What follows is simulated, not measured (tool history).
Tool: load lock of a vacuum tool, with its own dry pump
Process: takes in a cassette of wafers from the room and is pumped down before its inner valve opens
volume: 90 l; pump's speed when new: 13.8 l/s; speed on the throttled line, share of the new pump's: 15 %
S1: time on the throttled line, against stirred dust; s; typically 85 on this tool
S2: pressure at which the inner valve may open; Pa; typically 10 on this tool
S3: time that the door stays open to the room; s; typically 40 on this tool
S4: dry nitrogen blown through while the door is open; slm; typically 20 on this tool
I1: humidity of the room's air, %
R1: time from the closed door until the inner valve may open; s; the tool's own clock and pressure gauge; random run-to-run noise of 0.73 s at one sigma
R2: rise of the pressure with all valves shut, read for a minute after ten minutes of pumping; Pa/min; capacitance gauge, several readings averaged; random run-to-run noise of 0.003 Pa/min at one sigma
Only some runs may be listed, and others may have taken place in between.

run 1 day=0.000 | S1=85 S2=10 S3=40 S4=20 | I1=44.5 | R1=135.6 R2=0.282
run 2 day=6.542 | S1=85 S2=10 S3=40 S4=20 | I1=45.5 | R1=136.5 R2=0.288
run 3 day=10.925 | S1=85 S2=10 S3=40 S4=20 | I1=44.6 | R1=136.4 R2=0.284
run 4 day=14.817 | S1=85 S2=10 S3=40 S4=20 | I1=45.6 | R1=136.5 R2=0.289
run 5 day=23.679 | S1=85 S2=10 S3=40 S4=20 | I1=41.8 | R1=134.8 R2=0.289
run 6 day=32.808 | S1=85 S2=10 S3=40 S4=20 | I1=47.0 | R1=137.7 R2=0.302
run 7 day=41.567 | S1=85 S2=10 S3=40 S4=20 | I1=41.3 | R1=136.2 R2=0.298
run 8 day=45.996 | S1=85 S2=10 S3=40 S4=20 | I1=44.8 | R1=136.2 R2=0.307
run 9 day=55.233 | S1=85 S2=10 S3=40 S4=7 | I1=43.8 | R1=136.5 R2=0.330
run 10 day=61.233 | S1=85 S2=10 S3=40 S4=7 | I1=44.6 | R1=136.1 R2=0.333
run 11 day=65.175 | S1=85 S2=10 S3=40 S4=33 | I1=44.2 | R1=137.0 R2=0.305
run 12 day=69.571 | S1=85 S2=10 S3=40 S4=20 | I1=43.9 | R1=137.4 R2=0.328
run 13 day=78.854 | S1=85 S2=10 S3=40 S4=20 | I1=45.5 | R1=138.0 R2=0.330
run 14 day=86.750 | S1=85 S2=14 S3=40 S4=20 | I1=49.4 | R1=133.1 R2=0.342
run 15 day=93.942 | S1=85 S2=14 S3=40 S4=20 | I1=43.3 | R1=134.0 R2=0.346
run 16 day=102.542 | S1=85 S2=14 S3=40 S4=20 | I1=43.1 | R1=135.4 R2=0.349
run 17 day=106.492 | S1=85 S2=14 S3=40 S4=20 | I1=44.9 | R1=135.7 R2=0.348
run 18 day=115.521 | S1=139 S2=8 S3=29 S4=17 | I1=44.7 | R1=185.6 R2=0.350
run 19 day=119.725 | S1=84 S2=12 S3=113 S4=5 | I1=43.9 | R1=133.9 R2=0.394
run 20 day=128.112 | S1=85 S2=10 S3=65 S4=8 | I1=47.7 | R1=137.1 R2=0.391
run 21 day=132.433 | S1=85 S2=7 S3=106 S4=20 | I1=44.9 | R1=141.5 R2=0.378
run 22 day=138.658 | S1=118 S2=13 S3=85 S4=38 | I1=48.2 | R1=163.8 R2=0.375
run 23 day=146.612 | S1=118 S2=13 S3=85 S4=38 | I1=43.5 | R1=164.4 R2=0.377
run 24 day=155.462 | S1=112 S2=19 S3=85 S4=36 | I1=45.1 | R1=154.9 R2=0.385
run 25 day=161.150 | S1=112 S2=19 S3=85 S4=36 | I1=45.9 | R1=155.2 R2=0.383
run 26 day=165.396 | S1=148 S2=18 S3=217 S4=24 | I1=43.8 | R1=185.8 R2=0.419
run 27 day=171.579 | S1=141 S2=18 S3=217 S4=24 | I1=44.1 | R1=181.0 R2=0.423
run 28 day=176.533 | S1=85 S2=10 S3=212 S4=7 | I1=41.2 | R1=139.2 R2=0.453
run 29 day=183.921 | S1=85 S2=8 S3=212 S4=5 | I1=47.1 | R1=140.2 R2=0.482

Selected run-to-run steps in R1, each split into two signed amounts: the part the tool would show with no hidden state at all (from settings, incoming material and random variation), and the remainder, which goes to the hidden state together with any gauge scatter not common to the measured and the hidden-state-free results:
Hidden state at play: pump's speed, % of a new pump's; leak at the door's seal, Pa l/s; drift of the gauge itself on ready_s, %; drift of the gauge itself on rise_pa_min, %.
Run 17 -> 18: S1 85 -> 139, S2 14 -> 8, S3 40 -> 29, S4 20 -> 17. R1 +49.9 s: hidden state -0.1, all else +50.0.
Run 18 -> 19: S1 139 -> 84, S2 8 -> 12, S3 29 -> 113, S4 17 -> 5. R1 -51.7 s: hidden state +0.5, all else -52.2.
Run 21 -> 22: S1 85 -> 118, S2 7 -> 13, S3 106 -> 85, S4 20 -> 38. R1 +22.3 s: hidden state -0.7, all else +23.0.
Run 27 -> 28: S1 141 -> 85, S2 18 -> 10, S3 217 -> 212, S4 24 -> 7. R1 -41.8 s: hidden state +1.6, all else -43.4.
